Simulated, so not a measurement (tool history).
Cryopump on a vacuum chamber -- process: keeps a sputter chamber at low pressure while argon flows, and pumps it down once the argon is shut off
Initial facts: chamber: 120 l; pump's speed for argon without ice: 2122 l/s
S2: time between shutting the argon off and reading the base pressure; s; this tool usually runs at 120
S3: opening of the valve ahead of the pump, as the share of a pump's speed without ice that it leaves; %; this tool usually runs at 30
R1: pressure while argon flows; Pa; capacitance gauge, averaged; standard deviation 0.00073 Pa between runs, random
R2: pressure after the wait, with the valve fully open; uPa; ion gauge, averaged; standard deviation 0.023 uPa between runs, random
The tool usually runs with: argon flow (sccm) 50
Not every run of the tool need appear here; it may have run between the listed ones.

run 1 hour=0.0 | argon_flow_(sccm)=50 S2=120 S3=30 | R1=0.1335 R2=1.65
run 2 hour=83.1 | argon_flow_(sccm)=50 S2=120 S3=30 | R1=0.1345 R2=1.71
run 3 hour=146.3 | argon_flow_(sccm)=50 S2=120 S3=30 | R1=0.1353 R2=1.78
run 4 hour=185.0 | argon_flow_(sccm)=50 S2=120 S3=30 | R1=0.1368 R2=1.74
run 5 hour=225.9 | argon_flow_(sccm)=50 S2=120 S3=30 | R1=0.1369 R2=1.74
run 6 hour=285.0 | argon_flow_(sccm)=50 S2=120 S3=30 | R1=0.1384 R2=1.87
run 7 hour=348.6 | argon_flow_(sccm)=50 S2=120 S3=30 | R1=0.1394 R2=1.89
run 8 hour=414.2 | argon_flow_(sccm)=50 S2=120 S3=30 | R1=0.1408 R2=2.01
run 9 hour=481.1 | argon_flow_(sccm)=50 S2=120 S3=30 | R1=0.1433 R2=2.06
run 10 hour=537.4 | argon_flow_(sccm)=50 S2=120 S3=30 | R1=0.1435 R2=2.05
run 11 hour=619.2 | argon_flow_(sccm)=50 S2=48 S3=31 | R1=0.1418 R2=2.99
run 12 hour=675.9 | argon_flow_(sccm)=43 S2=37 S3=16 | R1=0.2258 R2=3.49
run 13 hour=748.1 | argon_flow_(sccm)=50 S2=22 S3=27 | R1=0.1637 R2=4.87

Run 14 has not been measured yet. What should we expect?
run 14 hour=793.5 | argon_flow_(sccm)=50 S2=22 S3=27 | R1=? R2=?

{"run 14": {"R1": 0.166, "R2": 4.75}}
Take away the tool's hidden state, keep the run-to-run variation as it was, and the same run would have given R1 0.1481 Pa, R2 3.12 uPa.
